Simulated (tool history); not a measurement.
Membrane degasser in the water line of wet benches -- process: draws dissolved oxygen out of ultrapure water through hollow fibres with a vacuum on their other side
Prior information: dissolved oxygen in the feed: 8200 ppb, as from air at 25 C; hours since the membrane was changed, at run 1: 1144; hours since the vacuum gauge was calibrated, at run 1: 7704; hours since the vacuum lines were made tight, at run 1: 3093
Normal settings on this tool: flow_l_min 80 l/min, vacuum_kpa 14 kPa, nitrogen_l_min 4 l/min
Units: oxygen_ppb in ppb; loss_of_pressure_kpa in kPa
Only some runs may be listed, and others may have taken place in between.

run,hour,flow_l_min,vacuum_kpa,nitrogen_l_min,hours since the membrane was changed,hours since the vacuum gauge was calibrated,hours since the vacuum lines were made tight,oxygen_ppb,loss_of_pressure_kpa
1,0,80,14,4,1144,7704,3093,611.1,45.22
2,28.5,80,14,7.37,1172,7733,3121,412.1,45.15
3,67.5,80,14,7.37,1211,7772,3160,414.8,44.93
4,110.3,94,14,4,1254,7815,3203,722.7,52.94
5,151,94,14,4,1295,7855,3244,733.7,52.74
6,187.2,80,14,2.54,1331,7892,3280,809,44.77
7,214.5,101,14,4,1359,7919,3307,783.3,56.8
8,235.2,101,14,4,1379,7939,3328,788.6,57.02
9,256.6,101,14,4,1401,7961,3349,787.5,57.53
10,293.9,80,14,4,1438,7998,3386,600.6,45.37
11,319.8,80,14,4,1464,8024,3412,601.6,45.38
12,359.2,80,14,4,1503,8063,3452,607.4,45.25
13,403.6,80,14,4,1548,8108,3496,600.7,45.22
14,437,80,14,4,1581,8141,3530,596.8,45.35
15,463.3,104,14,2.68,1607,8168,3556,1017.5,59.14
16,501,52,14.7,4,1645,8205,3594,390.5,29.6
17,532.4,80,14.7,4,1676,8237,3625,636.9,45.8
18,564.7,78,28.4,4,1709,8269,3657,1114.3,44.89
19,609.6,80,14,4.33,1754,8314,3702,574.8,46.09
# hour 631: gauge calibrated
20,631.2,80,11.5,7.73,1775,8335,3724,345.3,45.02
21,679.7,123,20,1.8,1824,8384,3772,1969.3,68.97

Forecast run 22:
22,723.3,97,20,1.8,1867,8428,3816,?,?

oxygen_ppb: 1623.7 ppb
loss_of_pressure_kpa: 54.72 kPa
With the hidden condition absent and the run-to-run variation left alone, this run would have shown oxygen_ppb 1622.4 ppb, loss_of_pressure_kpa 54.53 kPa.

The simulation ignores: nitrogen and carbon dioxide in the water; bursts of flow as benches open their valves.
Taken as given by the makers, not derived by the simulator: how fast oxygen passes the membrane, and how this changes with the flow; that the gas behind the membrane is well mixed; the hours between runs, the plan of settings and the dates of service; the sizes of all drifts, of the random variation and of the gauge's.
